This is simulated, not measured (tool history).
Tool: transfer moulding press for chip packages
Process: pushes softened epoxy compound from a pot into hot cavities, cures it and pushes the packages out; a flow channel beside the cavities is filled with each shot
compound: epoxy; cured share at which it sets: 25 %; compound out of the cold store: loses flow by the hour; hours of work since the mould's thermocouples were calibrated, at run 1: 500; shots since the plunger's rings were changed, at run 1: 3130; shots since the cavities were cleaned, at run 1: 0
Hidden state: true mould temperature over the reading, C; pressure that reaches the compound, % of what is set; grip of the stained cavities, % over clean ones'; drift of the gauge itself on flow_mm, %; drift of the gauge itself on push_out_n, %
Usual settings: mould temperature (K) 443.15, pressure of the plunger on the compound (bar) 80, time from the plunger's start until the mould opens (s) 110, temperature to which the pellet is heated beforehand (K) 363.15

run     day  mould temperature (K)  pressure of the plunger on the compound (bar)  time from the plunger's start until the mould opens (s)  temperature to which the pellet is heated beforehand (K)  hours of work since the mould's thermocouples were calibrated  shots since the plunger's rings were changed  shots since the cavities were cleaned  incoming compound's hours out of the cold store  length that the compound runs in the flow channel (mm)  greatest force on the pins that push the packages out (N)
  1       0                 443.15                                             80                                                      110                                                    363.15                                                            500                                          3130                                      0                                               48                                                     619                                                        480
  2   2.067                 443.15                                             80                                                      110                                                    363.15                                                            534                                          3666                                    536                                             26.6                                                     694                                                        748
  3     3.9                 443.15                                             80                                                      110                                                    373.15                                                            564                                          4142                                   1012                                             36.8                                                     646                                                        778
      4.217  -- cavities cleaned with cleaning compound and waxed
  4     5.5                 443.15                                             80                                                      110                                                    361.15                                                            589                                          4540                                    333                                             46.5                                                     613                                                        857
  5   7.475                 443.15                                             80                                                      110                                                    361.15                                                            621                                          5052                                    845                                               36                                                     634                                                        825
      8.046  -- plunger's sealing rings changed
      8.625  -- cavities cleaned with cleaning compound and waxed
  6  10.108                 443.15                                             80                                                      110                                                    361.15                                                            662                                           519                                    385                                             11.7                                                     789                                                        745
     11.142  -- mould's thermocouples calibrated
  7    11.4                 443.15                                             80                                                      110                                                    361.15                                                              4                                           832                                    698                                             37.1                                                     694                                                        711
     12.908  -- cavities cleaned with cleaning compound and waxed
  8  13.454                 443.15                                             80                                                      110                                                    361.15                                                             37                                          1349                                    142                                             17.1                                                     769                                                        598
  9  15.417                 443.15                                             80                                                      110                                                    361.15                                                             69                                          1858                                    651                                               28                                                     714                                                        744
 10    16.6                 436.15                                             80                                                      110                                                    363.15                                                             88                                          2165                                    958                                              9.2                                                     802                                                       1257
     17.325  -- cavities cleaned with cleaning compound and waxed
     17.942  -- cavities cleaned with cleaning compound and waxed, once more
 11  17.996                 436.15                                             80                                                      110                                                    363.15                                                            109                                          2494                                     13                                             17.3                                                     768                                                        772
 12  19.262                 436.15                                             80                                                      110                                                    363.15                                                            129                                          2822                                    341                                               43                                                     657                                                       1017
 13  20.533                 436.15                                             80                                                      110                                                    363.15                                                            150                                          3152                                    671                                             20.1                                                     743                                                       1261
     22.225  -- cavities cleaned with cleaning compound and waxed
 14  22.283                 438.15                                           61.8                                                      110                                                    359.15                                                            178                                          3590                                     16                                             24.2                                                     628                                                        632
 15  23.988                 443.15                                             80                                                      115                                                    372.15                                                            206                                          4032                                    458                                             40.5                                                     639                                                        652
 16  25.775                 443.15                                             80                                                      104                                                    363.15                                                            235                                          4495                                    921                                             41.8                                                     627                                                        821
     26.617  -- cavities cleaned with cleaning compound and waxed
 17  27.479                 437.15                                           72.3                                                      110                                                    360.15                                                            261                                          4920                                    222                                             39.3                                                     600                                                        896
     28.617  -- plunger's sealing rings changed
 18  29.983                 443.15                                             80                                                      110                                                    354.15                                                            301                                           354                                    845                                             26.1                                                     733                                                        798
     30.938  -- cavities cleaned with cleaning compound and waxed
 19  32.217                 443.15                                             80                                                      110                                                    354.15                                                            336                                           917                                    331                                             29.8                                                     717                                                        685
 20   33.75                 447.15                                           90.5                                                      123                                                    358.15                                                            361                                          1315                                    729                                             37.5                                                     727                                                        664
      35.15  -- cavities cleaned with cleaning compound and waxed
 21  36.012                 447.15                                           85.1                                                      123                                                    362.15                                                            397                                          1885                                    224                                             47.1                                                     652                                                        526
 22  37.225                 447.15                                           85.1                                                      123                                                    362.15                                                            417                                          2199                                    538                                               39                                                     677                                                        621
     39.354  -- cavities cleaned with cleaning compound and waxed
 23  39.354                 437.15                                             80                                                      115                                                    363.15                                                            451                                          2736                                      0                                             14.4                                                     775                                                        684
 24  41.504                 443.15                                             80                                                      148                                                    369.15                                                            486                                          3293                                    557                                             10.2                                                     759                                                        609
 25  43.229                 443.15                                             93                                                      105                                                    363.15                                                            514                                          3741                                   1005                                             15.8                                                     798                                                        882
     43.596  -- cavities cleaned with cleaning compound and waxed
 26  45.333                 444.15                                             93                                                      122                                                    363.15                                                            547                                          4270                                    450                                             47.9                                                     649                                                        617

Forecast each of these 3 alternatives for the next run:
  A  47.6                 439.15                                           79.7                                                      149                                                    363.15                                                            584                                          4858                                   1038                                             22.7                                                       ?                                                          ?
  B  47.6                 443.15                                             80                                                      148                                                    360.15                                                            584                                          4858                                   1038                                             28.3                                                       ?                                                          ?
  C  47.6                 444.15                                           70.3                                                      122                                                    363.15                                                            584                                          4858                                   1038                                             39.6                                                       ?                                                          ?

run  length that the compound runs in the flow channel (mm)  greatest force on the pins that push the packages out (N)
  A                                                     696                                                        705
  B                                                     673                                                        670
  C                                                     585                                                        664
Without the tool's hidden state the same runs would have given:
run  length that the compound runs in the flow channel (mm)  greatest force on the pins that push the packages out (N)
  A                                                     760                                                        400
  B                                                     736                                                        392
  C                                                     639                                                        379
